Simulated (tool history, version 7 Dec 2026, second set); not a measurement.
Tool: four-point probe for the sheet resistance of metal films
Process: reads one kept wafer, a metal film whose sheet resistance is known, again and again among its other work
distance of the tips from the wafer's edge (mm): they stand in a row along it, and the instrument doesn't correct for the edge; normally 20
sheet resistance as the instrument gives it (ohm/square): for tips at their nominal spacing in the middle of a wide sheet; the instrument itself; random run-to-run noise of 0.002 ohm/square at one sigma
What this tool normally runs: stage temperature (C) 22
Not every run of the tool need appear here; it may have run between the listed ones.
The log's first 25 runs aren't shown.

run	day	stage temperature (C)	distance of the tips from the wafer's edge (mm)	touches since the probe head was changed	hours of work since the stage's thermometer was calibrated	sheet resistance as the instrument gives it (ohm/square)
26	93.925	22	8	23503	562	10.014051
27	98.375	28	15	28539	619	9.991478
28	103.592	27	45	34443	685	9.947418
29	108.425	27	45	39913	747	9.944565
30	110.917	27	45	42735	779	9.946417
31	113.671	31	5	45853	815	10.322859
32	117.917	31	5	50660	869	10.321786
33	121.829	21	20	55088	919	9.899579
34	125.758	23	8	59536	969	10.033815
35	130.033	23	8	64375	1024	10.034154
36	135.038	23	8	70041	1088	10.034403
37	138.371	29	7	73814	1131	10.14491
38	142.083	18	5	78016	1178	10.177748
39	146.479	18	5	82992	1235	10.177802

Alternative continuations, all from the tool just after run 39; predict every row:
A	150.996	21	10	88105	1292	?
B	150.996	30	51	88105	1292	?
C	150.996	29	5	88105	1292	?
D	150.996	18	24	88105	1292	?

run	sheet resistance as the instrument gives it (ohm/square)
A	9.969652
B	9.983101
C	10.302673
D	9.863264
With the hidden condition removed and each run's random variation left untouched, the same runs would have given:
run	sheet resistance as the instrument gives it (ohm/square)
A	9.92879
B	9.941895
C	10.26031
D	9.8229

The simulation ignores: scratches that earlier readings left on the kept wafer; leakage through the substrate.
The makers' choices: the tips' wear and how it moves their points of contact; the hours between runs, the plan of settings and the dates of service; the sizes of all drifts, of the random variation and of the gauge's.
